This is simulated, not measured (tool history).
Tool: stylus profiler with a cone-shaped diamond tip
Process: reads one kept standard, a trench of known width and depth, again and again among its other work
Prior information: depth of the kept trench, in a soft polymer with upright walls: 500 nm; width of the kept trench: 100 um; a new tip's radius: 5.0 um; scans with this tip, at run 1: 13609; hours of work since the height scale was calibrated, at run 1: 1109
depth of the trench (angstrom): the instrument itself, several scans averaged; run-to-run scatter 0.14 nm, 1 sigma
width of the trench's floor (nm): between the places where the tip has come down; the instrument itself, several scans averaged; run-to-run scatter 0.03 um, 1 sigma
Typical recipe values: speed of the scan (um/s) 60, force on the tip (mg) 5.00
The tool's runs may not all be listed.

run	hour	speed of the scan (um/s)	force on the tip (mg)	scans with this tip	hours of work since the height scale was calibrated	depth of the trench (angstrom)	width of the trench's floor (nm)
1	0.0	60	5.00	13609	1109	5023.0	93250
2	29.8	60	2.42	13855	1129	5001.8	93140
3	56.7	60	2.42	14076	1147	5003.3	93050
4	73.1	60	2.42	14211	1158	5004.7	93060
5	99.8	60	2.42	14431	1176	5000.5	93070
6	124.7	60	2.42	14636	1193	5005.3	93010
7	156.1	60	14.92	14894	1214	5070.0	93130
8	179.1	60	5.00	15084	1229	5019.3	93010
9	205.4	60	5.00	15300	1247	5020.5	93010
10	226.5	129	5.00	15474	1261	5021.5	92760
11	249.0	194	5.00	15659	1276	5018.3	92630
12	269.6	194	5.00	15829	1290	5018.8	92560
13	286.5	194	5.00	15968	1302	5016.8	92560
14	304.6	194	5.00	16117	1314	5019.4	92470
# hour 306.4: height scale calibrated on a step standard
15	326.5	194	10.20	16293	14	5038.2	92680
16	351.4	194	10.20	16498	30	5040.6	92600
# hour 360.8: height scale calibrated on a step standard, once more
17	367.1	194	3.62	16623	4	5038.7	92370
18	387.1	18	5.00	16788	18	5042.3	92960
19	400.5	60	5.00	16898	27	5042.8	92830
20	430.1	60	5.00	17142	47	5042.7	92770
21	457.2	41	5.00	17365	65	5042.9	92750
22	470.2	60	5.00	17472	73	5043.5	92770
23	484.9	60	5.00	17593	83	5044.2	92710
24	500.1	23	2.43	17718	93	5023.7	92760
25	520.8	60	10.30	17888	107	5071.4	92690
26	539.4	60	10.30	18041	120	5070.0	92740
27	566.9	60	10.30	18268	138	5069.0	92660
28	588.9	55	5.63	18449	153	5046.0	92670
29	614.5	55	5.63	18659	170	5045.4	92580
30	641.2	16	7.25	18879	188	5052.3	92700
# hour 645.9: new tip fitted, height scale calibrated
31	659.8	167	5.31	114	9	5046.9	95170
32	677.5	218	2.11	259	21	5022.8	94640
33	693.9	85	7.59	395	32	5057.4	95410
34	716.7	132	2.64	583	48	5026.5	95010
35	737.7	73	14.16	755	62	5089.9	95380
36	758.4	31	14.16	926	76	5088.6	95430
37	774.8	15	3.24	1061	86	5033.7	95350
38	806.2	29	7.21	1320	108	5054.3	95290
39	837.8	34	4.68	1579	129	5040.9	95220
40	857.2	24	2.61	1739	142	5027.2	95170
41	879.8	32	7.22	1926	157	5052.0	95190
42	900.6	59	9.66	2097	171	5069.6	95100
43	931.1	59	7.99	2348	191	5057.7	95040
44	945.6	59	7.99	2467	201	5058.5	95050

Branching from run 44: 5 alternative next runs. What would each branch give?
A	960.5	59	3.21	2589	211	?	?
B	960.5	47	5.12	2589	211	?	?
C	960.5	33	5.25	2589	211	?	?
D	960.5	18	7.99	2589	211	?	?
E	960.5	73	4.62	2589	211	?	?

run	depth of the trench (angstrom)	width of the trench's floor (nm)
A	5030.5	94920
B	5043.5	95000
C	5044.7	95030
D	5061.1	95080
E	5040.7	94920
Without the tool's unlogged condition, the same runs would have read:
run	depth of the trench (angstrom)	width of the trench's floor (nm)
A	5034.3	95430
B	5047.4	95500
C	5048.5	95540
D	5065.0	95590
E	5044.6	95430
